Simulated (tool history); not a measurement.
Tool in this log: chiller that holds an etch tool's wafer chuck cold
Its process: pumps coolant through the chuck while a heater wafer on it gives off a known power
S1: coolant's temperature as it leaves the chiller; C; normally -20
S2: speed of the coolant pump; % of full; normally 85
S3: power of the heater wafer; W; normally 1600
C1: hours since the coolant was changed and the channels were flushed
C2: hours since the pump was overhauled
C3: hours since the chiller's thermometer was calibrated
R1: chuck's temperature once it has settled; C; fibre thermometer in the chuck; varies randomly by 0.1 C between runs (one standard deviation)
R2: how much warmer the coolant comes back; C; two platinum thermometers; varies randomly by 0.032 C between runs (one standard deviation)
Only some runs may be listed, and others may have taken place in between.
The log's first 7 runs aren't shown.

run	hour	S1	S2	S3	C1	C2	C3	R1	R2
8	479	-20	85	1600	1791	2976	1556	-5.9	3.39
9	540.3	-20	85	1600	1853	3037	1618	-5.7	3.43
10	626	-12	85	1600	1938	3123	1703	2.3	3.35
11	725.6	-12	85	1600	2038	3222	1803	2.4	3.36
12	790.3	-12	85	1600	2103	3287	1868	2.2	3.38
13	844.9	-12	90	1600	2157	3341	1922	1.7	3.18
14	919.2	-12	90	1600	2232	3416	1997	1.8	3.19
15	1006.7	-12	90	1600	2319	3503	2084	1.7	3.23
16	1089.5	-12	90	1600	2402	3586	2167	1.7	3.19
17	1167.4	-15	67	1600	2480	3664	2245	2.2	4.31
18	1222.7	-15	89	1643	2535	3719	2300	-0.9	3.32
19	1283.6	-27	64	1643	2596	3780	2361	-8.7	4.7
20	1385.8	-27	64	1643	2698	3882	2463	-8.7	4.7

The next listed run, before its measurement:
21	1478.6	-17	64	1643	2791	3975	2556	?	?

{"run 21": {"R1": 1.5, "R2": 4.64}}
Were there no unlogged condition in the tool, this run, its random variation unchanged, would have produced R1 1.5 C, R2 4.63 C.
